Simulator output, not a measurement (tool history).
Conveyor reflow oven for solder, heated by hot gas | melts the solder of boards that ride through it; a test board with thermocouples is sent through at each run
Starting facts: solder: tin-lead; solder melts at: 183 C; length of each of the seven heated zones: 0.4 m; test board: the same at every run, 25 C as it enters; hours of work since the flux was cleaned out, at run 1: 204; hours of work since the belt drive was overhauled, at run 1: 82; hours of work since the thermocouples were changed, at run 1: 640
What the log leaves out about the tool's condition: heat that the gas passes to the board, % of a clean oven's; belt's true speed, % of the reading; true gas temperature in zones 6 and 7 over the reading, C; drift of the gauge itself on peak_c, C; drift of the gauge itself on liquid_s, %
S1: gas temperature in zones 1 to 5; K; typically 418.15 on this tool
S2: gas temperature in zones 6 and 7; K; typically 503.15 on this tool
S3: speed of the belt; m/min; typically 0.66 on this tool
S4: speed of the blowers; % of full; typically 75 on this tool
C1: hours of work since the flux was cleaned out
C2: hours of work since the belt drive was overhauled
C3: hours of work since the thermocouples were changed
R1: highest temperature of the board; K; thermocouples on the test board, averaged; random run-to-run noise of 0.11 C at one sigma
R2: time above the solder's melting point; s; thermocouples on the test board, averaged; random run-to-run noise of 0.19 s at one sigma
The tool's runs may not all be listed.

run  hour      S1      S2     S3  S4   C1   C2   C3      R1    R2
  1     0  418.15  503.15   0.66  75  204   82  640  484.25  50.7
  2   8.4  418.15  500.15   0.66  75  211   88  647  481.85  48.5
  3  16.5  418.15  503.15  0.577  75  218   95  653  488.65  63.2
  4  22.5  418.15  497.15  0.577  75  222  100  658  483.55  58.7
  5  30.1  418.15  497.15  0.577  75  228  106  664  483.65  58.7
  6  36.9  418.15  497.15  0.577  75  234  111  670  483.55  58.4
  7    44  418.15  497.15   0.66  75  240  117  675  479.55  45.7
  8  50.1  418.15  497.15   0.66  75  244  122  680  479.55  45.8
  9  57.2  418.15  503.15   0.66  75  250  127  686  484.25  50.3
 10    66  418.15  503.15   0.66  75  257  134  693  484.25  50.5
 11  71.2  418.15  506.15  0.781  62  261  138  697  475.35  32.3
 12  77.4  418.15  506.15  0.781  62  266  143  702  475.45  32.4
     83.5  -- thermocouples of zones 6 and 7 changed
 13  88.8  418.15  506.15  0.781  62  274  151    4  474.05  31.2

The next listed run, before its measurement:
 14  94.6  418.15  506.15  0.781  62  278  156   9   ?   ?

R1: 474.25 K
R2: 31 s
Take away the tool's hidden state, keep the run-to-run variation as it was, and the same run would have given R1 474.95 K, R2 31.9 s.
